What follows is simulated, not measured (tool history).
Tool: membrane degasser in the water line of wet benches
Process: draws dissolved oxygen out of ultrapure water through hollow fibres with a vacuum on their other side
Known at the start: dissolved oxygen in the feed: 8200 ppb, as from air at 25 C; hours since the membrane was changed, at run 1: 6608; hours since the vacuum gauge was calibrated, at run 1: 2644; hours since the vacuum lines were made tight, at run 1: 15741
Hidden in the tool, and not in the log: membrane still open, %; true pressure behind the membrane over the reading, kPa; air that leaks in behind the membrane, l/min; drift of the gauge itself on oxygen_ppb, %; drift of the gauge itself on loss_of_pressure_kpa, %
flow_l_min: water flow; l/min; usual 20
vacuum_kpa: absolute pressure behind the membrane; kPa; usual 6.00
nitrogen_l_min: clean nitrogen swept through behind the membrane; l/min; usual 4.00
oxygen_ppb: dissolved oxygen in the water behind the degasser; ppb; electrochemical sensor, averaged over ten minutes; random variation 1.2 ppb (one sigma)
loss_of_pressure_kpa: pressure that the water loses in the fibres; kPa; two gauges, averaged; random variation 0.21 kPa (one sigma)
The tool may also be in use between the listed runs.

run	hour	flow_l_min	vacuum_kpa	nitrogen_l_min	hours since the membrane was changed	hours since the vacuum gauge was calibrated	hours since the vacuum lines were made tight	oxygen_ppb	loss_of_pressure_kpa
1	0.0	20	6.00	4.00	6608	2644	15741	138.3	51.41
# hour 112.1: seals of the vacuum lines changed
2	175.6	20	6.00	4.00	6781	2817	63	135.6	51.54
3	338.5	20	6.00	4.00	6944	2980	226	138.9	51.72
4	509.8	20	6.00	2.66	7115	3152	398	153.7	51.50
5	616.5	20	6.00	2.66	7222	3258	504	153.7	51.51
6	731.3	20	6.00	2.66	7337	3373	619	152.8	51.55
7	862.4	20	6.00	2.66	7468	3504	750	156.7	51.67
8	949.6	28	6.00	4.00	7555	3591	837	311.0	71.69
9	1119.8	28	6.00	4.00	7725	3762	1008	313.9	71.93
10	1227.3	28	6.00	4.00	7833	3869	1115	323.1	72.28
11	1320.7	20	6.00	4.00	7926	3962	1209	138.5	51.37
12	1467.9	20	6.00	4.00	8074	4110	1356	139.7	51.93
13	1599.1	20	6.00	4.00	8205	4241	1487	139.1	51.63
14	1736.5	20	6.00	4.00	8342	4378	1624	141.0	51.73
15	1913.1	20	6.00	4.00	8519	4555	1801	140.8	51.92
16	2001.3	20	7.78	4.00	8607	4643	1889	161.3	51.73
17	2133.4	20	6.00	2.74	8739	4775	2021	157.1	52.06
18	2265.0	20	6.00	2.74	8871	4907	2153	157.9	51.57
19	2340.1	18	8.23	11.41	8946	4982	2228	94.7	47.17
20	2520.0	18	8.23	11.41	9126	5162	2408	95.2	47.20
# hour 2536.5: vacuum gauge calibrated
21	2660.7	13	10.98	7.46	9266	124	2548	55.8	33.81
22	2747.1	30	7.21	3.15	9352	211	2634	430.1	77.97
23	2833.1	30	7.21	3.15	9438	297	2720	418.9	77.96
24	2977.9	20	5.22	4.00	9583	441	2865	136.6	51.60
25	3072.6	31	12.61	9.06	9678	536	2960	431.3	81.12
26	3204.0	28	13.63	3.01	9809	667	3091	493.7	72.98
27	3347.4	28	12.29	2.97	9953	811	3235	478.7	73.18
# hour 3485.0: vacuum gauge calibrated, once more
28	3486.1	20	14.73	4.00	10091	1	3373	245.0	52.03
29	3618.5	20	7.17	3.24	10223	133	3505	167.1	52.26
30	3702.9	14	7.58	2.09	10308	218	3590	102.1	36.37
31	3802.3	18	5.04	4.00	10407	317	3689	97.1	47.35
32	3897.6	18	5.04	1.63	10502	413	3784	124.5	47.47

3 ways to go on from here, each from the tool as it stands after run 32. What would each give?
A	4051.4	20	6.00	2.48	10656	566	3938	?	?
B	4051.4	23	4.19	2.30	10656	566	3938	?	?
C	4051.4	20	6.00	3.34	10656	566	3938	?	?

run	oxygen_ppb	loss_of_pressure_kpa
A	162.2	52.21
B	190.6	59.93
C	153.5	52.23
Without the tool's hidden state the same runs would have given:
run	oxygen_ppb	loss_of_pressure_kpa
A	137.8	49.52
B	157.2	56.83
C	128.9	49.54
